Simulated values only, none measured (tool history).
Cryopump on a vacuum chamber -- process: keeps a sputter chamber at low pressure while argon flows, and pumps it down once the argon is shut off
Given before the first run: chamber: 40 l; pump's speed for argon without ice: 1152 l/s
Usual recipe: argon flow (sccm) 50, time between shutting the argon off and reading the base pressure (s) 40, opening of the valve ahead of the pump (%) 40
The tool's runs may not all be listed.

| run | day | argon flow (sccm) | time between shutting the argon off and reading the base pressure (s) | opening of the valve ahead of the pump (%) | pressure while argon flows (Pa) | pressure after the wait (uPa) |
|---|---|---|---|---|---|---|
| 1 | 0 | 50 | 40 | 40 | 0.1841 | 1.22 |
| 2 | 1.346 | 28 | 40 | 40 | 0.1036 | 1.22 |
| 3 | 2.783 | 39 | 40 | 40 | 0.1427 | 1.22 |
| 4 | 4.225 | 39 | 22 | 40 | 0.1433 | 1.99 |
| 5 | 5.75 | 50 | 40 | 36 | 0.2068 | 1.24 |
| 6 | 7.175 | 50 | 40 | 36 | 0.2061 | 1.29 |
| 7 | 8.817 | 50 | 40 | 36 | 0.2051 | 1.34 |
| 8 | 10.188 | 50 | 40 | 36 | 0.2068 | 1.33 |
| 9 | 11.325 | 50 | 40 | 36 | 0.2063 | 1.35 |
| 10 | 13.017 | 50 | 40 | 36 | 0.2092 | 1.39 |
| 11 | 14.279 | 50 | 40 | 36 | 0.2089 | 1.36 |
| 12 | 15.838 | 50 | 40 | 39 | 0.1952 | 1.39 |
| 13 | 17.021 | 50 | 40 | 39 | 0.1939 | 1.49 |
| 14 | 17.888 | 50 | 40 | 39 | 0.1931 | 1.47 |
| 15 | 19.267 | 50 | 40 | 40 | 0.1884 | 1.44 |
| 16 | 20.362 | 50 | 40 | 40 | 0.1901 | 1.53 |
| 17 | 21.221 | 50 | 40 | 40 | 0.1911 | 1.54 |
| 18 | 21.954 | 50 | 40 | 40 | 0.1904 | 1.51 |
| 19 | 23.275 | 50 | 40 | 40 | 0.1908 | 1.56 |
| 20 | 24.075 | 50 | 40 | 40 | 0.1896 | 1.56 |
| 21 | 25.458 | 50 | 144 | 26 | 0.2904 | 0.91 |
| 22 | 27.05 | 50 | 144 | 26 | 0.2933 | 0.9 |
| 23 | 28.117 | 50 | 144 | 26 | 0.289 | 0.95 |
| 24 | 29.383 | 77 | 205 | 26 | 0.4469 | 0.91 |
| 25 | 30.754 | 28 | 25 | 28 | 0.1522 | 2.21 |
| 26 | 32.412 | 50 | 295 | 40 | 0.1923 | 0.88 |
| 27 | 34.188 | 50 | 295 | 40 | 0.1938 | 0.91 |
| 28 | 35.629 | 31 | 23 | 22 | 0.214 | 2.42 |
| 29 | 36.588 | 31 | 23 | 22 | 0.2145 | 2.46 |
| 30 | 37.3 | 24 | 21 | 26 | 0.1408 | 2.55 |
| 31 | 38.233 | 85 | 123 | 40 | 0.3343 | 1.16 |
| 32 | 39.779 | 57 | 104 | 59 | 0.1588 | 1.22 |

Hidden state or all else? Some run-to-run changes of pressure while argon flows (Pa), split into what the settings, what came in and random variation would give without the hidden state, and what is left for the hidden state (with any gauge scatter that isn't in both results):
Unlogged tool condition in this case: pump's speed, % of a pump's without ice; cold plate's temperature, K; leak into the chamber, uPa l/s; drift of the gauge itself on working_pa, %; drift of the gauge itself on base_upa, %.
Run 24 -> 25: argon flow (sccm) 77 -> 28, time between shutting the argon off and reading the base pressure (s) 205 -> 25, opening of the valve ahead of the pump (%) 26 -> 28. pressure while argon flows (Pa) -0.2947: hidden state -0.009, all else -0.2857.
Run 30 -> 31: argon flow (sccm) 24 -> 85, time between shutting the argon off and reading the base pressure (s) 21 -> 123, opening of the valve ahead of the pump (%) 26 -> 40. pressure while argon flows (Pa) +0.1935: hidden state +0.0154, all else +0.1781.
Run 31 -> 32: argon flow (sccm) 85 -> 57, time between shutting the argon off and reading the base pressure (s) 123 -> 104, opening of the valve ahead of the pump (%) 40 -> 59. pressure while argon flows (Pa) -0.1755: hidden state -0.0063, all else -0.1692.
